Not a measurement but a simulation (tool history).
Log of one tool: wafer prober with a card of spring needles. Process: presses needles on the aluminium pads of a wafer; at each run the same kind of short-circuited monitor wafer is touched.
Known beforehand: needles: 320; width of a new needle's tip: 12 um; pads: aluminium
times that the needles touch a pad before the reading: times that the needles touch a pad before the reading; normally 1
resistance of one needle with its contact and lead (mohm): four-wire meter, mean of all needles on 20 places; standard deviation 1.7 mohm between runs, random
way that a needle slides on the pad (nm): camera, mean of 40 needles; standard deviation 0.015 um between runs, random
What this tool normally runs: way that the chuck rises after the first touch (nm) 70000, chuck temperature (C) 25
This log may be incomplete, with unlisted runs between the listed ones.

| run | day | way that the chuck rises after the first touch (nm) | chuck temperature (C) | times that the needles touch a pad before the reading | resistance of one needle with its contact and lead (mohm) | way that a needle slides on the pad (nm) |
|---|---|---|---|---|---|---|
| 1 | 0 | 70000 | 25 | 1 | 181 | 18040 |
| 2 | 0.354 | 66000 | 25 | 1 | 180 | 17000 |
|  | 0.425 | tips cleaned on abrasive film |
| 3 | 0.762 | 66000 | 25 | 1 | 178 | 17030 |
| 4 | 1.196 | 70000 | 25 | 3 | 178 | 18090 |
| 5 | 1.529 | 70000 | 25 | 3 | 181 | 18120 |
|  | 1.729 | tips cleaned on abrasive film |
| 6 | 2.225 | 70000 | 25 | 1 | 178 | 18150 |
| 7 | 2.775 | 70000 | 25 | 1 | 178 | 18170 |
|  | 3.021 | tips cleaned on abrasive film |
| 8 | 3.475 | 71000 | 25 | 1 | 177 | 18460 |
| 9 | 3.783 | 71000 | 25 | 1 | 177 | 18530 |
| 10 | 4.15 | 71000 | 25 | 1 | 180 | 18500 |
|  | 4.312 | tips cleaned on abrasive film |
| 11 | 4.662 | 80000 | 25 | 1 | 178 | 20910 |
| 12 | 5.029 | 70000 | 25 | 1 | 178 | 18300 |
| 13 | 5.517 | 70000 | 25 | 1 | 179 | 18310 |
|  | 5.629 | tips cleaned on abrasive film |
| 14 | 6.067 | 70000 | 25 | 1 | 176 | 18350 |
| 15 | 6.604 | 70000 | 25 | 1 | 180 | 18390 |
|  | 6.925 | tips cleaned on abrasive film |
| 16 | 7.067 | 70000 | 25 | 1 | 178 | 18400 |
| 17 | 7.554 | 70000 | 25 | 1 | 179 | 18450 |
|  | 8.238 | tips cleaned on abrasive film |
| 18 | 8.238 | 70000 | 25 | 2 | 177 | 18470 |
|  | 8.338 | gauge calibrated |
| 19 | 8.662 | 75000 | 89 | 2 | 189 | 19320 |
| 20 | 8.962 | 75000 | 89 | 2 | 190 | 19340 |
| 21 | 9.425 | 88000 | 75 | 2 | 188 | 22740 |
|  | 9.558 | tips cleaned on abrasive film |
| 22 | 9.9 | 84000 | 96 | 2 | 192 | 21730 |
|  | 10.196 | height of the first contact set anew |
| 23 | 10.471 | 84000 | 96 | 2 | 191 | 21740 |
| 24 | 10.825 | 69000 | 69 | 3 | 188 | 17890 |
|  | 10.904 | tips cleaned on abrasive film |
| 25 | 11.162 | 63000 | 97 | 1 | 198 | 16350 |
| 26 | 11.638 | 63000 | 109 | 1 | 200 | 16390 |
| 27 | 12.054 | 70000 | 40 | 2 | 181 | 18250 |
|  | 12.221 | tips cleaned on abrasive film |
| 28 | 12.554 | 70000 | 40 | 2 | 184 | 18290 |
| 29 | 13.238 | 70000 | 40 | 2 | 181 | 18270 |
|  | 13.554 | tips cleaned on abrasive film |
| 30 | 13.725 | 70000 | 45 | 3 | 184 | 18290 |
| 31 | 14.021 | 70000 | 45 | 3 | 181 | 18330 |
| 32 | 14.321 | 70000 | 45 | 3 | 181 | 18360 |
| 33 | 14.725 | 70000 | 65 | 2 | 186 | 18370 |
|  | 14.854 | tips cleaned on abrasive film |
| 34 | 15.188 | 63000 | 25 | 1 | 180 | 16540 |

5 options for the next run, each taken on its own from the tool as it stands now. Forecast them:
| A | 15.829 | 87000 | 25 | 1 | ? | ? |
| B | 15.829 | 61000 | 54 | 1 | ? | ? |
| C | 15.829 | 51000 | 88 | 2 | ? | ? |
| D | 15.829 | 61000 | 103 | 1 | ? | ? |
| E | 15.829 | 85000 | 25 | 1 | ? | ? |

| run | resistance of one needle with its contact and lead (mohm) | way that a needle slides on the pad (nm) |
|---|---|---|
| A | 175 | 22910 |
| B | 186 | 16070 |
| C | 196 | 13460 |
| D | 195 | 16060 |
| E | 177 | 22400 |
Had the tool no hidden state, the same runs would have come out as:
| run | resistance of one needle with its contact and lead (mohm) | way that a needle slides on the pad (nm) |
|---|---|---|
| A | 174 | 22390 |
| B | 185 | 15700 |
| C | 195 | 13160 |
| D | 194 | 15700 |
| E | 176 | 21900 |

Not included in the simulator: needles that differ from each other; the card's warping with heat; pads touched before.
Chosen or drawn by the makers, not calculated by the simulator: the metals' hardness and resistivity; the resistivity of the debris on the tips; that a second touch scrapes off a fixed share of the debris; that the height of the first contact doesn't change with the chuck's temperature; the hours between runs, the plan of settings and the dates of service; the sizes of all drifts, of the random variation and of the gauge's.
